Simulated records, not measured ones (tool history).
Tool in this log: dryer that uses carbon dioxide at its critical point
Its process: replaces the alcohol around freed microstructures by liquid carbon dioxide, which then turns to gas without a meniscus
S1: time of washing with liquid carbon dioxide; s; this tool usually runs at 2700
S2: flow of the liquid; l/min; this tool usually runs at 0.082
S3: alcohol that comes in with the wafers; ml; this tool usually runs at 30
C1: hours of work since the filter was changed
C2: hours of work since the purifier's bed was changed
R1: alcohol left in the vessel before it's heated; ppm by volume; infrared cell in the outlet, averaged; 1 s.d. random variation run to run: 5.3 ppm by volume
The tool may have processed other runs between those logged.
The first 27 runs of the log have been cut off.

run	hour	S1	S2	S3	C1	C2	R1
28	755.6	1860	0.0973	28	406	806	656
29	784	2700	0.0798	30	415	816	396
30	817.8	2580	0.0553	30	427	827	1987
31	837.5	2580	0.0553	30	434	834	1993
32	872.3	2580	0.0553	30	446	846	2028
33	900.1	1980	0.0869	84	456	856	2333
34	935.5	3180	0.0496	37	468	869	1911
35	968.6	3780	0.082	116	480	880	257
# hour 992.1: inlet filter changed
36	1002.7	3780	0.082	116	4	892	209
37	1032.2	3420	0.0596	30	14	902	391
38	1071.3	3420	0.0596	30	28	916	410
39	1095.4	3420	0.0596	30	36	924	413
40	1127.9	2700	0.086	68	48	936	383
41	1159.6	2700	0.0801	30	59	947	321
42	1177.3	2700	0.0801	30	65	953	321
43	1204.5	3720	0.0586	47	74	962	447
44	1226.4	2940	0.0846	47	82	970	267
45	1251.2	2700	0.0951	22	91	979	208

3 ways to go on from here, each from the tool as it stands after run 45. What would each give?
A	1283	1980	0.0951	22	102	990	?
B	1283	2700	0.0951	23	102	990	?
C	1283	1680	0.1343	22	102	990	?

run	R1
A	423
B	218
C	248
Had the tool no hidden state, the same runs would have come out as:
run	R1
A	222
B	40
C	63
